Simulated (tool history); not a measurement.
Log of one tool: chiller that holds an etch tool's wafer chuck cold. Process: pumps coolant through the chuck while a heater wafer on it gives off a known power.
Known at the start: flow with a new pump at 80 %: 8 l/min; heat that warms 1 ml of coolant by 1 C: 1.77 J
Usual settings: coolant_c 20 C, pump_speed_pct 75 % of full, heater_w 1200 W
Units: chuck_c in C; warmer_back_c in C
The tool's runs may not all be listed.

run 1 hour=0.0 | coolant_c=20 pump_speed_pct=75 heater_w=1200 | chuck_c=34.7 warmer_back_c=5.47
run 2 hour=157.4 | coolant_c=20 pump_speed_pct=75 heater_w=1200 | chuck_c=34.8 warmer_back_c=5.44
run 3 hour=287.5 | coolant_c=20 pump_speed_pct=75 heater_w=1200 | chuck_c=35.0 warmer_back_c=5.43
run 4 hour=388.8 | coolant_c=20 pump_speed_pct=75 heater_w=1200 | chuck_c=34.6 warmer_back_c=5.51
run 5 hour=540.7 | coolant_c=20 pump_speed_pct=75 heater_w=1200 | chuck_c=34.6 warmer_back_c=5.42
run 6 hour=741.3 | coolant_c=20 pump_speed_pct=75 heater_w=1200 | chuck_c=34.7 warmer_back_c=5.41
run 7 hour=874.0 | coolant_c=20 pump_speed_pct=75 heater_w=1200 | chuck_c=34.9 warmer_back_c=5.44
run 8 hour=1071.2 | coolant_c=23 pump_speed_pct=75 heater_w=1200 | chuck_c=37.8 warmer_back_c=5.41
-- hour=1277.4 coolant changed, channels flushed
run 9 hour=1284.4 | coolant_c=23 pump_speed_pct=75 heater_w=1200 | chuck_c=37.7 warmer_back_c=5.33
run 10 hour=1400.5 | coolant_c=20 pump_speed_pct=75 heater_w=1200 | chuck_c=34.8 warmer_back_c=5.41
run 11 hour=1535.2 | coolant_c=20 pump_speed_pct=75 heater_w=1200 | chuck_c=34.7 warmer_back_c=5.37
run 12 hour=1734.9 | coolant_c=20 pump_speed_pct=75 heater_w=1200 | chuck_c=34.7 warmer_back_c=5.33
run 13 hour=1931.1 | coolant_c=20 pump_speed_pct=75 heater_w=1710 | chuck_c=40.9 warmer_back_c=7.68
run 14 hour=2018.3 | coolant_c=20 pump_speed_pct=75 heater_w=1710 | chuck_c=41.1 warmer_back_c=7.67
run 15 hour=2110.5 | coolant_c=20 pump_speed_pct=88 heater_w=1710 | chuck_c=38.0 warmer_back_c=6.44
run 16 hour=2234.4 | coolant_c=20 pump_speed_pct=82 heater_w=1200 | chuck_c=33.6 warmer_back_c=4.82
-- hour=2323.9 chiller's thermometer calibrated
run 17 hour=2408.7 | coolant_c=29 pump_speed_pct=92 heater_w=1249 | chuck_c=41.5 warmer_back_c=4.42
run 18 hour=2498.7 | coolant_c=11 pump_speed_pct=85 heater_w=1097 | chuck_c=22.9 warmer_back_c=4.22
run 19 hour=2586.7 | coolant_c=19 pump_speed_pct=75 heater_w=1200 | chuck_c=33.8 warmer_back_c=5.30
run 20 hour=2794.6 | coolant_c=21 pump_speed_pct=71 heater_w=958 | chuck_c=33.5 warmer_back_c=4.47
run 21 hour=2895.1 | coolant_c=25 pump_speed_pct=75 heater_w=730 | chuck_c=33.8 warmer_back_c=3.20
run 22 hour=3000.2 | coolant_c=25 pump_speed_pct=75 heater_w=730 | chuck_c=34.2 warmer_back_c=3.14
run 23 hour=3155.3 | coolant_c=25 pump_speed_pct=75 heater_w=730 | chuck_c=34.1 warmer_back_c=3.14
run 24 hour=3263.8 | coolant_c=25 pump_speed_pct=75 heater_w=730 | chuck_c=34.0 warmer_back_c=3.11
run 25 hour=3375.3 | coolant_c=12 pump_speed_pct=64 heater_w=733 | chuck_c=22.5 warmer_back_c=3.77
run 26 hour=3559.6 | coolant_c=16 pump_speed_pct=64 heater_w=868 | chuck_c=28.7 warmer_back_c=4.54
run 27 hour=3746.2 | coolant_c=12 pump_speed_pct=60 heater_w=1230 | chuck_c=30.9 warmer_back_c=7.02
run 28 hour=3866.0 | coolant_c=10 pump_speed_pct=70 heater_w=811 | chuck_c=20.7 warmer_back_c=3.77
run 29 hour=3958.5 | coolant_c=20 pump_speed_pct=75 heater_w=1093 | chuck_c=33.6 warmer_back_c=4.81
run 30 hour=4145.6 | coolant_c=20 pump_speed_pct=99 heater_w=799 | chuck_c=27.6 warmer_back_c=2.48
run 31 hour=4252.6 | coolant_c=17 pump_speed_pct=75 heater_w=799 | chuck_c=26.9 warmer_back_c=3.43

4 ways to go on from here, each from the tool as it stands after run 31. What would each give?
run A hour=4339.2 | coolant_c=16 pump_speed_pct=95 heater_w=1620 | chuck_c=? warmer_back_c=?
run B hour=4339.2 | coolant_c=15 pump_speed_pct=93 heater_w=606 | chuck_c=? warmer_back_c=?
run C hour=4339.2 | coolant_c=17 pump_speed_pct=90 heater_w=1432 | chuck_c=? warmer_back_c=?
run D hour=4339.2 | coolant_c=26 pump_speed_pct=75 heater_w=799 | chuck_c=? warmer_back_c=?

run=A chuck_c=31.5 warmer_back_c=5.47
run=B chuck_c=21.2 warmer_back_c=1.93
run=C chuck_c=31.7 warmer_back_c=5.09
run=D chuck_c=35.9 warmer_back_c=3.40
Without the tool's hidden state the same runs would have given:
run=A chuck_c=31.5 warmer_back_c=5.70
run=B chuck_c=21.2 warmer_back_c=2.16
run=C chuck_c=31.7 warmer_back_c=5.32
run=D chuck_c=35.9 warmer_back_c=3.63
